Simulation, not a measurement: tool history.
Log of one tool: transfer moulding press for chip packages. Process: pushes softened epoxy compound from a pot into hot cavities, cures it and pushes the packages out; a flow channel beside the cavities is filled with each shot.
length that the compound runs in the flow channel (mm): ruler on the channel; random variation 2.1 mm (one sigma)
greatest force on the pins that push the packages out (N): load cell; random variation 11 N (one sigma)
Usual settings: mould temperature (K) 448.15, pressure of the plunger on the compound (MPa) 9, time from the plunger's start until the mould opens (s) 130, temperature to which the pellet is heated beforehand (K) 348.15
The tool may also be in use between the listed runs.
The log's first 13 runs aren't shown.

run	hour	mould temperature (K)	pressure of the plunger on the compound (MPa)	time from the plunger's start until the mould opens (s)	temperature to which the pellet is heated beforehand (K)	incoming compound's hours out of the cold store	length that the compound runs in the flow channel (mm)	greatest force on the pins that push the packages out (N)
14	257.6	448.15	9.27	130	348.15	45.1	664	598
15	268.8	448.15	9.27	130	348.15	43.8	669	649
16	285.6	448.15	9.27	130	348.15	28.1	716	730
17	302.7	448.15	9.27	130	348.15	20.5	736	767
18	326.3	448.15	9	157	348.15	31.5	694	651
19	345.5	446.15	9	130	340.15	40	673	914
20	363.6	446.15	9	130	340.15	10.4	763	1029
# hour 367.6: cavities cleaned with cleaning compound and waxed
21	377.4	448.15	9	130	346.15	23.2	711	523
22	394.2	453.15	6.89	130	346.15	16.9	625	503
23	416.2	446.15	9	130	352.15	37.5	679	731
24	442.8	446.15	9	124	352.15	23.7	716	899
25	461.4	444.15	9	130	357.15	14	756	1019
26	484.2	444.15	9.95	141	345.15	18.1	782	906
27	505.1	444.15	9.95	141	345.15	14.1	794	939
# hour 513.8: cavities cleaned with cleaning compound and waxed
28	529.7	442.15	9	116	348.15	12.4	769	1099
29	541.1	448.15	9	140	348.15	12	739	533
30	567.9	448.15	9	142	348.15	46.1	638	594

Forecast each of these 3 alternatives for the next run:
A	591.5	448.15	9	142	358.15	32	?	?
B	591.5	448.15	9	142	347.15	17.4	?	?
C	591.5	448.15	9	142	344.15	27.8	?	?

run	length that the compound runs in the flow channel (mm)	greatest force on the pins that push the packages out (N)
A	680	635
B	719	698
C	689	658
Without the tool's hidden state the same runs would have given:
run	length that the compound runs in the flow channel (mm)	greatest force on the pins that push the packages out (N)
A	702	405
B	743	453
C	711	426
